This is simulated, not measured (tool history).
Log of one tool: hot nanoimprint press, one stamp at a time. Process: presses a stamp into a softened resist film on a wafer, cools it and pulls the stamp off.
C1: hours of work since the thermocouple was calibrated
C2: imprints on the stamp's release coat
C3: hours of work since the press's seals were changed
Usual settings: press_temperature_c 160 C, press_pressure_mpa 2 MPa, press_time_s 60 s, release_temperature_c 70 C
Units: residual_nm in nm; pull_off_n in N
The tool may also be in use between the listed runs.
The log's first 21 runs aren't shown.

run 22 hour=354.6 | press_temperature_c=164 press_pressure_mpa=2 press_time_s=117 release_temperature_c=70 | C1=177 C2=1149 C3=292 | residual_nm=114.5 pull_off_n=170
run 23 hour=373.7 | press_temperature_c=165 press_pressure_mpa=1.26 press_time_s=47 release_temperature_c=76 | C1=186 C2=1179 C3=301 | residual_nm=196.7 pull_off_n=166
run 24 hour=394.6 | press_temperature_c=165 press_pressure_mpa=1.26 press_time_s=47 release_temperature_c=76 | C1=196 C2=1213 C3=311 | residual_nm=196.9 pull_off_n=165
run 25 hour=406.2 | press_temperature_c=157 press_pressure_mpa=1.56 press_time_s=60 release_temperature_c=72 | C1=201 C2=1231 C3=317 | residual_nm=214.5 pull_off_n=167
run 26 hour=423.5 | press_temperature_c=157 press_pressure_mpa=1.56 press_time_s=60 release_temperature_c=72 | C1=210 C2=1259 C3=325 | residual_nm=217.7 pull_off_n=167
run 27 hour=442.9 | press_temperature_c=157 press_pressure_mpa=1.56 press_time_s=60 release_temperature_c=72 | C1=219 C2=1290 C3=334 | residual_nm=218 pull_off_n=174
run 28 hour=467.2 | press_temperature_c=152 press_pressure_mpa=1.56 press_time_s=71 release_temperature_c=77 | C1=230 C2=1329 C3=346 | residual_nm=251.7 pull_off_n=159
run 29 hour=478.9 | press_temperature_c=163 press_pressure_mpa=2 press_time_s=79 release_temperature_c=62 | C1=236 C2=1348 C3=351 | residual_nm=137.1 pull_off_n=193
run 30 hour=490.4 | press_temperature_c=163 press_pressure_mpa=2 press_time_s=79 release_temperature_c=62 | C1=242 C2=1366 C3=357 | residual_nm=137.6 pull_off_n=192

4 ways to go on from here, each from the tool as it stands after run 30. What would each give?
run A hour=514.5 | press_temperature_c=151 press_pressure_mpa=1.38 press_time_s=60 release_temperature_c=55 | C1=253 C2=1405 C3=368 | residual_nm=? pull_off_n=?
run B hour=514.5 | press_temperature_c=160 press_pressure_mpa=2 press_time_s=113 release_temperature_c=70 | C1=253 C2=1405 C3=368 | residual_nm=? pull_off_n=?
run C hour=514.5 | press_temperature_c=155 press_pressure_mpa=2 press_time_s=32 release_temperature_c=64 | C1=253 C2=1405 C3=368 | residual_nm=? pull_off_n=?
run D hour=514.5 | press_temperature_c=160 press_pressure_mpa=2.8 press_time_s=61 release_temperature_c=66 | C1=253 C2=1405 C3=368 | residual_nm=? pull_off_n=?

run=A residual_nm=282.1 pull_off_n=203
run=B residual_nm=137.4 pull_off_n=179
run=C residual_nm=245.6 pull_off_n=192
run=D residual_nm=137.1 pull_off_n=189
Without the tool's hidden state the same runs would have given:
run=A residual_nm=272.5 pull_off_n=173
run=B residual_nm=131 pull_off_n=153
run=C residual_nm=235.8 pull_off_n=164
run=D residual_nm=130.2 pull_off_n=161

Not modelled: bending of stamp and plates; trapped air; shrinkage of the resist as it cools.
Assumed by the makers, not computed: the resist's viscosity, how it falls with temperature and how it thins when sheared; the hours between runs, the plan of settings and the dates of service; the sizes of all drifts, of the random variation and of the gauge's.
